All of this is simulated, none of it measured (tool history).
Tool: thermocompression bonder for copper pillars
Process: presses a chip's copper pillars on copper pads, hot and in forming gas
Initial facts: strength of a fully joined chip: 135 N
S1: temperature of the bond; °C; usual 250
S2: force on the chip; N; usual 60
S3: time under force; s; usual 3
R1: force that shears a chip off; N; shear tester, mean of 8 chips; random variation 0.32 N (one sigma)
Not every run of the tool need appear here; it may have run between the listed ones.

run	hour	S1	S2	S3	R1
1	0.0	250	60	3	46.8
2	15.4	250	74	3	57.6
3	27.2	250	60	2	39.6
4	42.1	250	62	3	47.6
5	58.5	250	60	3	45.9
6	67.9	250	60	3	45.9
7	82.6	250	60	6	59.6
8	96.2	250	60	3	45.7
9	110.2	250	60	3	45.8
10	119.2	250	60	3	45.9
11	130.8	250	60	3	45.3
12	140.6	250	60	3	46.1
13	158.3	250	60	3	46.3
14	167.3	250	41	3	30.5
15	185.4	250	41	3	30.1
16	204.7	250	41	3	30.1
17	224.9	250	41	3	29.9
18	238.0	250	41	3	30.5
19	253.8	250	41	3	30.4
# hour 270.8: forming gas filter changed
20	272.1	250	41	3	33.0
21	285.0	250	41	3	33.2
22	294.6	250	41	3	32.6
23	304.7	254	88	3	73.5
24	323.7	240	85	3	60.9
25	343.4	240	85	3	61.7
26	361.2	240	85	3	61.1
27	371.4	240	42	3	29.3
# hour 374.3: heater calibrated with a thermocouple chip
28	388.3	240	76	4	61.2
29	407.3	240	76	4	60.7
# hour 419.8: heater calibrated with a thermocouple chip, once more
30	420.2	240	76	4	60.4
31	435.0	236	85	4	63.7
32	445.4	236	85	2	49.3

Estimate the outcome of run 33 from the log above:
33	462.3	234	68	3	?

Run 33 came out at R1 44.6 N.
Minus the tool's unlogged condition, the same run would have read R1 43.3 N.
